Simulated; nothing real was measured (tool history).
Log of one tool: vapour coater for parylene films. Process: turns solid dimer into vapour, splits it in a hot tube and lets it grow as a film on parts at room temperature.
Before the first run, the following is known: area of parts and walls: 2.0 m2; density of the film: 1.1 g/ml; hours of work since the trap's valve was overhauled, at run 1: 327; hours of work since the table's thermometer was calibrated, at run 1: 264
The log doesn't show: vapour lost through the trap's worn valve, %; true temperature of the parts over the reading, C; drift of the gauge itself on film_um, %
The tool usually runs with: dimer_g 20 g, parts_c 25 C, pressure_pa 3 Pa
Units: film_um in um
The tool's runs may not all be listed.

| run | day | dimer_g | parts_c | pressure_pa | hours of work since the trap's valve was overhauled | hours of work since the table's thermometer was calibrated | film_um |
|---|---|---|---|---|---|---|---|
| 1 | 0 | 20 | 25 | 3 | 327 | 264 | 6.33 |
| 2 | 2.117 | 20 | 25 | 3 | 349 | 286 | 6.32 |
| 3 | 3.746 | 20 | 25 | 3 | 367 | 304 | 6.29 |
| 4 | 4.962 | 20 | 25 | 3 | 380 | 317 | 6.3 |
| 5 | 6.517 | 20 | 25 | 3 | 397 | 333 | 6.3 |
| 6 | 8.583 | 20 | 25 | 3 | 419 | 355 | 6.3 |
| 7 | 9.833 | 20 | 25 | 3 | 432 | 369 | 6.22 |
|  | 10.212 | trap's valve overhauled |
| 8 | 11.225 | 20 | 25 | 3 | 11 | 382 | 6.76 |
| 9 | 13.404 | 20 | 25 | 3 | 34 | 405 | 6.7 |
| 10 | 15.467 | 20 | 25 | 3 | 56 | 427 | 6.67 |
| 11 | 16.908 | 20 | 25 | 3 | 72 | 442 | 6.78 |
| 12 | 19.117 | 20 | 25 | 3 | 95 | 466 | 6.67 |
| 13 | 20.175 | 16 | 25 | 3 | 107 | 477 | 5.27 |
| 14 | 21.4 | 16 | 25 | 3 | 120 | 491 | 5.2 |
| 15 | 22.95 | 23 | 25 | 3 | 136 | 507 | 7.58 |
| 16 | 24.854 | 20 | 25 | 2.63 | 157 | 527 | 6.6 |
| 17 | 25.992 | 11 | 25 | 9.24 | 169 | 540 | 3.29 |
| 18 | 27.271 | 11 | 25 | 9.24 | 182 | 553 | 3.25 |
| 19 | 28.621 | 11 | 25 | 9.24 | 197 | 568 | 3.34 |
| 20 | 29.858 | 26 | 17 | 8.29 | 210 | 581 | 10.04 |
| 21 | 31.375 | 20 | 25 | 3.66 | 226 | 597 | 6.41 |
| 22 | 33.475 | 26 | 25 | 3 | 249 | 620 | 8.39 |
| 23 | 35.646 | 26 | 25 | 3 | 272 | 643 | 8.5 |
| 24 | 37.854 | 26 | 24 | 3 | 296 | 666 | 8.56 |
| 25 | 40.017 | 26 | 24 | 3 | 319 | 690 | 8.46 |
| 26 | 41.217 | 20 | 20 | 3 | 331 | 702 | 7.37 |

Run 27 comes next. What will it give?
| 27 | 42.962 | 20 | 25 | 7.36 | 350 | 721 | ? |

{"run 27": {"film_um": 5.92}}
If the tool had no hidden condition, the same run with the same run-to-run variation would have returned film_um 6.26 um.
